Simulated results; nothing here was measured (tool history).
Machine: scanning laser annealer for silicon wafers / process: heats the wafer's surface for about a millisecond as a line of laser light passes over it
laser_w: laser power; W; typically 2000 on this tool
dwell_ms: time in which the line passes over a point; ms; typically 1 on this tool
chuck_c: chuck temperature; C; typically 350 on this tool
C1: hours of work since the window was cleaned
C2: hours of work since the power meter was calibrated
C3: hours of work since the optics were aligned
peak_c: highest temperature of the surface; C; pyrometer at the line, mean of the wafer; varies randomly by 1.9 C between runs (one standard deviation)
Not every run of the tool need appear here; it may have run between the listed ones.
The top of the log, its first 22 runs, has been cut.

{"run": 23, "day": 6.167, "laser_w": 2061, "dwell_ms": 1.2, "chuck_c": 376, "C1": 264, "C2": 195, "C3": 448, "peak_c": 1239}
{"run": 24, "day": 6.379, "laser_w": 2061, "dwell_ms": 1.2, "chuck_c": 376, "C1": 268, "C2": 199, "C3": 452, "peak_c": 1240}
{"run": 25, "day": 6.717, "laser_w": 2036, "dwell_ms": 0.8, "chuck_c": 381, "C1": 275, "C2": 205, "C3": 459, "peak_c": 1098}
{"run": 26, "day": 7.088, "laser_w": 2007, "dwell_ms": 1.12, "chuck_c": 321, "C1": 282, "C2": 212, "C3": 466, "peak_c": 1134}
{"run": 27, "day": 7.371, "laser_w": 2000, "dwell_ms": 0.85, "chuck_c": 311, "C1": 287, "C2": 218, "C3": 471, "peak_c": 1028}
{"run": 28, "day": 7.738, "laser_w": 2000, "dwell_ms": 0.85, "chuck_c": 311, "C1": 294, "C2": 225, "C3": 478, "peak_c": 1032}
{"run": 29, "day": 8.004, "laser_w": 2000, "dwell_ms": 0.83, "chuck_c": 311, "C1": 299, "C2": 230, "C3": 483, "peak_c": 1021}
{"run": 30, "day": 8.233, "laser_w": 1903, "dwell_ms": 0.83, "chuck_c": 356, "C1": 304, "C2": 234, "C3": 488, "peak_c": 1030}
{"run": 31, "day": 8.625, "laser_w": 1825, "dwell_ms": 0.75, "chuck_c": 343, "C1": 311, "C2": 242, "C3": 495, "peak_c": 959}
{"run": 32, "day": 8.929, "laser_w": 1825, "dwell_ms": 0.75, "chuck_c": 343, "C1": 317, "C2": 247, "C3": 501, "peak_c": 959}
{"run": 33, "day": 9.192, "laser_w": 2000, "dwell_ms": 1, "chuck_c": 361, "C1": 322, "C2": 252, "C3": 506, "peak_c": 1131}
{"run": 34, "day": 9.488, "laser_w": 2000, "dwell_ms": 1, "chuck_c": 361, "C1": 327, "C2": 258, "C3": 512, "peak_c": 1132}
{"run": 35, "day": 9.838, "laser_w": 2051, "dwell_ms": 1, "chuck_c": 352, "C1": 334, "C2": 265, "C3": 518, "peak_c": 1147}
{"run": 36, "day": 10.192, "laser_w": 2051, "dwell_ms": 1, "chuck_c": 352, "C1": 341, "C2": 271, "C3": 525, "peak_c": 1148}
{"run": 37, "day": 10.483, "laser_w": 2031, "dwell_ms": 1.23, "chuck_c": 342, "C1": 346, "C2": 277, "C3": 531, "peak_c": 1197}
{"run": 38, "day": 10.679, "laser_w": 2031, "dwell_ms": 1.23, "chuck_c": 342, "C1": 350, "C2": 281, "C3": 534, "peak_c": 1196}
{"run": 39, "day": 10.938, "laser_w": 1793, "dwell_ms": 1.21, "chuck_c": 325, "C1": 355, "C2": 286, "C3": 539, "peak_c": 1058}

Here are 3 independent what-if runs from the current tool condition. What would each one return?
{"run": "A", "day": 11.167, "laser_w": 1793, "dwell_ms": 0.97, "chuck_c": 325, "C1": 359, "C2": 290, "C3": 544, "peak_c": "?"}
{"run": "B", "day": 11.167, "laser_w": 2175, "dwell_ms": 1.21, "chuck_c": 324, "C1": 359, "C2": 290, "C3": 544, "peak_c": "?"}
{"run": "C", "day": 11.167, "laser_w": 2032, "dwell_ms": 1.21, "chuck_c": 354, "C1": 359, "C2": 290, "C3": 544, "peak_c": "?"}

run=A peak_c=998
run=B peak_c=1247
run=C peak_c=1208
Stripped of hidden state, with their random variation kept, the same runs would have yielded:
run=A peak_c=1001
run=B peak_c=1251
run=C peak_c=1212
